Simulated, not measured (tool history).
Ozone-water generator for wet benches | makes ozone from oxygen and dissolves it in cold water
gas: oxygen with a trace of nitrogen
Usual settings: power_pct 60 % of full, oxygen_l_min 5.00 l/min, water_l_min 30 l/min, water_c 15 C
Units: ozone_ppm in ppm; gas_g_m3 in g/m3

run,hour,power_pct,oxygen_l_min,water_l_min,water_c,ozone_ppm,gas_g_m3
1,0.0,60,5.00,30,15,13.7,157.1
2,54.1,55,5.00,30,15,13.1,150.9
3,165.2,55,5.00,30,15,13.0,153.6
4,231.3,60,5.00,30,15,13.6,158.4
5,287.1,60,5.00,30,15,13.4,159.0
6,412.3,60,5.00,30,15,13.7,160.2
7,516.2,60,3.03,30,15,13.4,224.5
8,624.5,60,3.03,30,15,13.2,225.5
9,736.9,60,3.03,30,15,13.1,227.0
10,861.1,60,3.88,30,15,13.5,189.1
11,924.0,60,3.88,30,15,13.4,191.9
12,1021.6,60,5.00,42,15,10.0,160.8
13,1092.5,60,5.00,30,15,13.7,161.8
14,1201.5,60,2.67,30,15,13.1,250.7
15,1274.4,60,2.67,30,15,13.0,248.3
16,1388.2,60,2.67,30,15,13.2,241.7
17,1450.8,60,2.67,30,15,12.8,246.0
18,1571.1,96,2.69,30,14,16.9,311.2
19,1657.5,46,3.22,21,8,16.8,184.0
20,1749.7,60,8.78,31,15,12.8,108.5
21,1872.6,60,8.78,31,15,12.6,108.9
22,1987.6,92,2.89,42,22,11.3,293.3
23,2086.7,92,2.89,42,22,11.2,295.2
24,2149.3,92,2.89,42,22,11.4,296.6
25,2237.4,92,2.89,42,22,11.2,297.7
26,2362.2,60,6.11,30,8,14.3,141.5
27,2430.6,60,4.23,32,15,12.8,183.2
28,2513.2,43,5.00,19,15,16.4,135.0
29,2633.9,60,5.68,38,15,11.0,149.5
30,2687.8,80,6.37,27,15,16.8,159.3
31,2815.6,55,3.07,26,21,13.7,214.2
32,2920.9,64,5.26,35,11,12.7,164.7

Taken out of this log: 2 entries between the listed runs. Where each belongs, and how the hidden state differs across it:
Between runs 8 and 9: contactor cleaned (hour 672.6)
  contactor's efficiency, % of a clean one's: 99.9 -> 100; drift of the gauge itself on gas_g_m3, %: 1.34 -> 1.57
  measured less the result without the state, gas_g_m3: +2.9 -> +3.5 g/m3
Between runs 15 and 16: gauge calibrated (hour 1387.3)
  yield of the discharge, % of new electrodes': 100 -> 99.9; drift of the gauge itself on gas_g_m3, %: 2.72 -> 0
  measured less the result without the state, gas_g_m3: +6.5 -> -0.1 g/m3

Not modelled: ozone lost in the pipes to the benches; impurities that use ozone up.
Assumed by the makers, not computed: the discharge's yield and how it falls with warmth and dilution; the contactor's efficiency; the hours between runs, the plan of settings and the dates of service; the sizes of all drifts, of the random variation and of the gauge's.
